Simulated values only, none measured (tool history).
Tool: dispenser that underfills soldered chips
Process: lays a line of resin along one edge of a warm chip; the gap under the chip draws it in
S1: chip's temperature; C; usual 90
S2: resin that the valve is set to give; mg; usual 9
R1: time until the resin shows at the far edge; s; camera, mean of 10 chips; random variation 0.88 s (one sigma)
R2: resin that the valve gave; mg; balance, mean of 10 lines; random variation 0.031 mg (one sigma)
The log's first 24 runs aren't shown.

run	day	S1	S2	R1	R2
# day 4.792: new syringe of resin
25	4.792	82	7.87	110.4	7.57
26	5.071	83	9.62	133	9.22
# day 5.167: new syringe of resin
27	5.367	83	9.62	124	9.27
28	5.504	75	9.82	191.8	9.43
# day 5.533: new syringe of resin
29	5.746	75	9.82	176.2	9.35
# day 5.9: new syringe of resin
30	6.025	75	9.82	161.6	9.37
31	6.175	75	9.82	182	9.31
# day 6.279: new syringe of resin
32	6.404	77	8.46	150.9	8.03
33	6.579	77	8.46	176.6	7.94
# day 6.662: new syringe of resin
34	6.808	77	8.62	150.8	8.11
# day 7.038: new syringe of resin
35	7.067	90	9.76	81.5	9.19

5 ways to go on from here, each from the tool as it stands after run 35. What would each give?
A	7.288	80	11	?	?
B	7.288	90	10.81	?	?
C	7.288	90	9.76	?	?
D	7.288	90	9.28	?	?
E	7.288	82	9.22	?	?

run	R1	R2
A	141.2	10.35
B	97.5	10.14
C	99.4	9.18
D	97.2	8.68
E	134.5	8.66
Without the tool's hidden state the same runs would have given:
run	R1	R2
A	118.1	11.05
B	81.4	10.83
C	82.9	9.8
D	80.9	9.26
E	112	9.24

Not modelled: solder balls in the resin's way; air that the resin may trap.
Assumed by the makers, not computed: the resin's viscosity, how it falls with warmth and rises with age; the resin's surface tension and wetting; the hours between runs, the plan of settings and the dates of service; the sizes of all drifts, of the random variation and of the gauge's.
